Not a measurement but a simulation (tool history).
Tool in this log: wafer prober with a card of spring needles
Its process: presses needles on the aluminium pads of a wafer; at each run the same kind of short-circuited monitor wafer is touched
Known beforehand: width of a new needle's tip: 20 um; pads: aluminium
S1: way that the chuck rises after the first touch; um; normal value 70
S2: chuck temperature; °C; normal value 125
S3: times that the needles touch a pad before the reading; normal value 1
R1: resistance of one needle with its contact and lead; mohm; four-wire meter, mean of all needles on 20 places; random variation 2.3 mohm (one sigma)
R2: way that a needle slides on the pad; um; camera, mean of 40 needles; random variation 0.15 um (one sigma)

run,day,S1,S2,S3,R1,R2
1,0.000,70,125,1,271,15.18
# day 0.517: tips cleaned on abrasive film
# day 1.154: tips cleaned on abrasive film
2,1.571,70,125,1,308,15.26
# day 1.683: tips cleaned on abrasive film
# day 2.304: tips cleaned on abrasive film
3,2.758,70,125,1,311,15.05
# day 2.871: tips cleaned on abrasive film
# day 2.971: tips cleaned on abrasive film, once more
# day 3.517: tips cleaned on abrasive film
# day 4.108: tips cleaned on abrasive film
4,4.108,70,125,1,275,14.90
# day 4.658: tips cleaned on abrasive film
5,5.075,70,125,1,310,14.66
# day 5.175: tips cleaned on abrasive film
# day 5.792: tips cleaned on abrasive film
# day 6.317: tips cleaned on abrasive film
6,6.521,70,125,1,293,14.59
# day 6.908: tips cleaned on abrasive film
# day 7.450: tips cleaned on abrasive film
7,7.788,70,125,1,305,14.84
# day 8.012: tips cleaned on abrasive film
# day 8.567: tips cleaned on abrasive film
# day 8.579: height of the first contact set anew
# day 9.138: tips cleaned on abrasive film
8,9.458,70,125,1,302,16.23
# day 9.688: tips cleaned on abrasive film
# day 10.271: tips cleaned on abrasive film
# day 10.833: tips cleaned on abrasive film
9,10.867,70,125,1,271,16.20
# day 11.421: tips cleaned on abrasive film
# day 11.979: tips cleaned on abrasive film
10,12.300,70,125,1,296,15.85
# day 12.558: tips cleaned on abrasive film
# day 13.146: tips cleaned on abrasive film
# day 13.729: tips cleaned on abrasive film
11,13.992,70,125,1,287,15.90
# day 14.358: tips cleaned on abrasive film
# day 14.896: tips cleaned on abrasive film
12,14.896,56,125,1,276,12.67
# day 15.479: tips cleaned on abrasive film
# day 16.038: tips cleaned on abrasive film
# day 16.592: tips cleaned on abrasive film
13,16.592,56,125,1,279,12.74
# day 17.200: tips cleaned on abrasive film
# day 17.800: tips cleaned on abrasive film
14,18.275,56,125,1,331,12.77
# day 18.375: tips cleaned on abrasive film
# day 18.958: tips cleaned on abrasive film
15,19.025,70,40,1,249,15.66
# day 19.508: tips cleaned on abrasive film
# day 20.071: tips cleaned on abrasive film
16,20.071,57,115,3,275,12.70
# day 20.646: tips cleaned on abrasive film
17,21.042,64,117,1,310,14.24
# day 21.171: tips cleaned on abrasive film
# day 21.767: tips cleaned on abrasive film
# day 22.279: tips cleaned on abrasive film
18,22.696,77,125,1,299,17.15
# day 22.829: tips cleaned on abrasive film
# day 23.421: tips cleaned on abrasive film
# day 23.954: tips cleaned on abrasive film
19,24.300,51,125,1,333,11.25
# day 24.521: tips cleaned on abrasive film
# day 25.050: tips cleaned on abrasive film
# day 25.683: tips cleaned on abrasive film
20,25.979,51,125,1,339,11.20
# day 26.238: tips cleaned on abrasive film
# day 26.812: tips cleaned on abrasive film
# day 27.350: tips cleaned on abrasive film
21,27.662,51,108,1,345,10.87
# day 27.921: tips cleaned on abrasive film
# day 28.529: tips cleaned on abrasive film
# day 29.104: tips cleaned on abrasive film
22,29.346,70,50,2,269,15.38
# day 29.633: tips cleaned on abrasive film
# day 30.150: tips cleaned on abrasive film
# day 30.683: tips cleaned on abrasive film
23,30.683,70,50,2,253,15.31
# day 31.254: tips cleaned on abrasive film
# day 31.842: tips cleaned on abrasive film
# day 32.392: tips cleaned on abrasive film
24,32.442,70,67,2,257,15.05
# day 32.950: tips cleaned on abrasive film
# day 33.521: tips cleaned on abrasive film
25,33.900,70,67,2,273,15.31
# day 34.108: tips cleaned on abrasive film
# day 34.738: tips cleaned on abrasive film
26,35.092,70,36,1,288,15.25
# day 35.342: tips cleaned on abrasive film
# day 35.946: tips cleaned on abrasive film
27,36.338,53,125,1,354,11.17
# day 36.529: tips cleaned on abrasive film
# day 37.071: tips cleaned on abrasive film
28,37.117,73,37,1,252,15.70

Below, some changes in R1 between adjacent runs. For each, the amount present without the hidden state too (settings, incoming material, random variation) and the amount remaining for the hidden state with gauge scatter not shared by both compared results:
Hidden state at play: debris on the tips, nm; way that the needles fall short of the set height, um; tips' diameter, um; drift of the gauge itself on contact_mohm, %; drift of the gauge itself on scrub_um, %.
Run 13 -> 14: tips cleaned on abrasive film, tips cleaned on abrasive film. R1 +52 mohm: hidden state +54, all else -2.
Run 14 -> 15: S1 56 -> 70, S2 125 -> 40, tips cleaned on abrasive film, tips cleaned on abrasive film. R1 -82 mohm: hidden state -51, all else -31.
Run 27 -> 28: S1 53 -> 73, S2 125 -> 37, tips cleaned on abrasive film, tips cleaned on abrasive film. R1 -102 mohm: hidden state -68, all else -34.

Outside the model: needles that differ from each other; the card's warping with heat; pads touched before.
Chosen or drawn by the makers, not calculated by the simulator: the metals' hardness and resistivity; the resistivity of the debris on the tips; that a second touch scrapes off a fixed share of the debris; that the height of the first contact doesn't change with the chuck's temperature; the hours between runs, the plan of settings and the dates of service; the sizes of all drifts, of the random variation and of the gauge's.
